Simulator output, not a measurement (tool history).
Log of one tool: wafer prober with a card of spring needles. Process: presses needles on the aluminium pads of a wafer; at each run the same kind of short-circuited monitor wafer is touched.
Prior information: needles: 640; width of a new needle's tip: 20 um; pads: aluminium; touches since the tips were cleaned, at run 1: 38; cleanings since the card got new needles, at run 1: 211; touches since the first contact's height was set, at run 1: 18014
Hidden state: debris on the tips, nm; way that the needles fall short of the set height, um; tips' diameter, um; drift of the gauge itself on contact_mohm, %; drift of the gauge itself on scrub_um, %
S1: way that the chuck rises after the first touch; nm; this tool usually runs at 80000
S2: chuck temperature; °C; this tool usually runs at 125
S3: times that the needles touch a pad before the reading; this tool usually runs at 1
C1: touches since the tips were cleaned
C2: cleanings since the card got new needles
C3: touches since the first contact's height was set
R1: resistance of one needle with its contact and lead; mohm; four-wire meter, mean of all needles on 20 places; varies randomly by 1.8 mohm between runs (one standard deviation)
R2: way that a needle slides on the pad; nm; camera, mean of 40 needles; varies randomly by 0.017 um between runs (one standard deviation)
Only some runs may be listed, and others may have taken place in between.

{"run": 1, "day": 0.0, "S1": 80000, "S2": 125, "S3": 1, "C1": 38, "C2": 211, "C3": 18014, "R1": 189, "R2": 19020}
{"day": 0.296, "done": "tips cleaned on abrasive film"}
{"day": 0.588, "done": "tips cleaned on abrasive film"}
{"day": 0.954, "done": "tips cleaned on abrasive film"}
{"day": 1.321, "done": "tips cleaned on abrasive film"}
{"day": 1.688, "done": "tips cleaned on abrasive film"}
{"day": 2.054, "done": "tips cleaned on abrasive film"}
{"run": 2, "day": 2.133, "S1": 80000, "S2": 125, "S3": 1, "C1": 846, "C2": 217, "C3": 40742, "R1": 185, "R2": 19010}
{"day": 2.354, "done": "tips cleaned on abrasive film"}
{"day": 2.721, "done": "tips cleaned on abrasive film"}
{"day": 3.088, "done": "tips cleaned on abrasive film"}
{"day": 3.383, "done": "tips cleaned on abrasive film"}
{"day": 3.75, "done": "tips cleaned on abrasive film"}
{"day": 4.042, "done": "tips cleaned on abrasive film"}
{"day": 4.408, "done": "tips cleaned on abrasive film"}
{"run": 3, "day": 4.554, "S1": 80000, "S2": 125, "S3": 1, "C1": 1545, "C2": 224, "C3": 66517, "R1": 186, "R2": 18970}
{"day": 4.775, "done": "tips cleaned on abrasive film"}
{"day": 5.071, "done": "tips cleaned on abrasive film"}
{"day": 5.438, "done": "tips cleaned on abrasive film"}
{"day": 5.667, "done": "height of the first contact set anew"}
{"day": 5.742, "done": "tips cleaned on abrasive film"}
{"day": 6.108, "done": "tips cleaned on abrasive film"}
{"day": 6.475, "done": "tips cleaned on abrasive film"}
{"day": 6.842, "done": "tips cleaned on abrasive film"}
{"day": 7.196, "done": "tips cleaned on abrasive film"}
{"run": 4, "day": 7.196, "S1": 80000, "S2": 125, "S3": 1, "C1": 0, "C2": 232, "C3": 16262, "R1": 188, "R2": 18950}
{"day": 7.488, "done": "tips cleaned on abrasive film"}
{"day": 7.854, "done": "tips cleaned on abrasive film"}
{"day": 8.221, "done": "tips cleaned on abrasive film"}
{"day": 8.517, "done": "tips cleaned on abrasive film"}
{"day": 8.883, "done": "tips cleaned on abrasive film"}
{"day": 9.179, "done": "tips cleaned on abrasive film"}
{"day": 9.546, "done": "tips cleaned on abrasive film"}
{"run": 5, "day": 9.617, "S1": 80000, "S2": 125, "S3": 1, "C1": 799, "C2": 239, "C3": 42071, "R1": 189, "R2": 18960}
{"day": 9.842, "done": "tips cleaned on abrasive film"}
{"day": 10.138, "done": "tips cleaned on abrasive film"}
{"day": 10.504, "done": "tips cleaned on abrasive film"}
{"day": 10.871, "done": "tips cleaned on abrasive film"}
{"run": 6, "day": 10.912, "S1": 80000, "S2": 125, "S3": 1, "C1": 455, "C2": 243, "C3": 55829, "R1": 188, "R2": 18910}
{"day": 11.204, "done": "tips cleaned on abrasive film"}
{"day": 11.571, "done": "tips cleaned on abrasive film"}
{"day": 11.867, "done": "tips cleaned on abrasive film"}
{"day": 12.233, "done": "tips cleaned on abrasive film"}
{"day": 12.6, "done": "tips cleaned on abrasive film"}
{"day": 12.921, "done": "tips cleaned on abrasive film"}
{"run": 7, "day": 12.921, "S1": 80000, "S2": 125, "S3": 1, "C1": 0, "C2": 249, "C3": 77233, "R1": 188, "R2": 18900}
{"day": 13.008, "done": "height of the first contact set anew"}
{"day": 13.3, "done": "tips cleaned on abrasive film"}
{"day": 13.596, "done": "tips cleaned on abrasive film"}
{"day": 13.962, "done": "tips cleaned on abrasive film"}
{"day": 14.254, "done": "tips cleaned on abrasive film"}
{"day": 14.621, "done": "tips cleaned on abrasive film"}
{"day": 14.988, "done": "tips cleaned on abrasive film"}
{"run": 8, "day": 15.233, "S1": 80000, "S2": 125, "S3": 3, "C1": 2644, "C2": 255, "C3": 23746, "R1": 191, "R2": 18890}
{"day": 15.312, "done": "tips cleaned on abrasive film"}
{"day": 15.679, "done": "tips cleaned on abrasive film"}
{"day": 15.971, "done": "tips cleaned on abrasive film"}
{"day": 16.338, "done": "tips cleaned on abrasive film"}
{"day": 16.633, "done": "tips cleaned on abrasive film"}
{"day": 16.958, "done": "tips cleaned on abrasive film"}
{"run": 9, "day": 16.958, "S1": 80000, "S2": 125, "S3": 1, "C1": 0, "C2": 261, "C3": 42056, "R1": 187, "R2": 18920}
{"day": 17.325, "done": "tips cleaned on abrasive film"}
{"day": 17.617, "done": "tips cleaned on abrasive film"}
{"day": 17.983, "done": "tips cleaned on abrasive film"}
{"day": 18.35, "done": "tips cleaned on abrasive film"}
{"run": 10, "day": 18.354, "S1": 80000, "S2": 125, "S3": 1, "C1": 6, "C2": 265, "C3": 56912, "R1": 188, "R2": 18910}
{"day": 18.654, "done": "tips cleaned on abrasive film"}
{"day": 18.946, "done": "tips cleaned on abrasive film"}
{"day": 19.312, "done": "tips cleaned on abrasive film"}
{"day": 19.65, "done": "tips cleaned on abrasive film"}
{"run": 11, "day": 19.65, "S1": 80000, "S2": 125, "S3": 1, "C1": 0, "C2": 269, "C3": 70721, "R1": 186, "R2": 18890}

For run 12, what comes out?
{"day": 19.946, "done": "tips cleaned on abrasive film"}
{"day": 20.312, "done": "tips cleaned on abrasive film"}
{"day": 20.325, "done": "height of the first contact set anew"}
{"day": 20.692, "done": "tips cleaned on abrasive film"}
{"day": 20.983, "done": "tips cleaned on abrasive film"}
{"day": 21.35, "done": "tips cleaned on abrasive film"}
{"day": 21.679, "done": "tips cleaned on abrasive film"}
{"run": 12, "day": 21.679, "S1": 80000, "S2": 125, "S3": 1, "C1": 0, "C2": 275, "C3": 14418, "R1": "?", "R2": "?"}

{"run 12": {"R1": 191, "R2": 18880}}
If the tool had no hidden condition, the same run with the same run-to-run variation would have returned R1 191 mohm, R2 19010 nm.
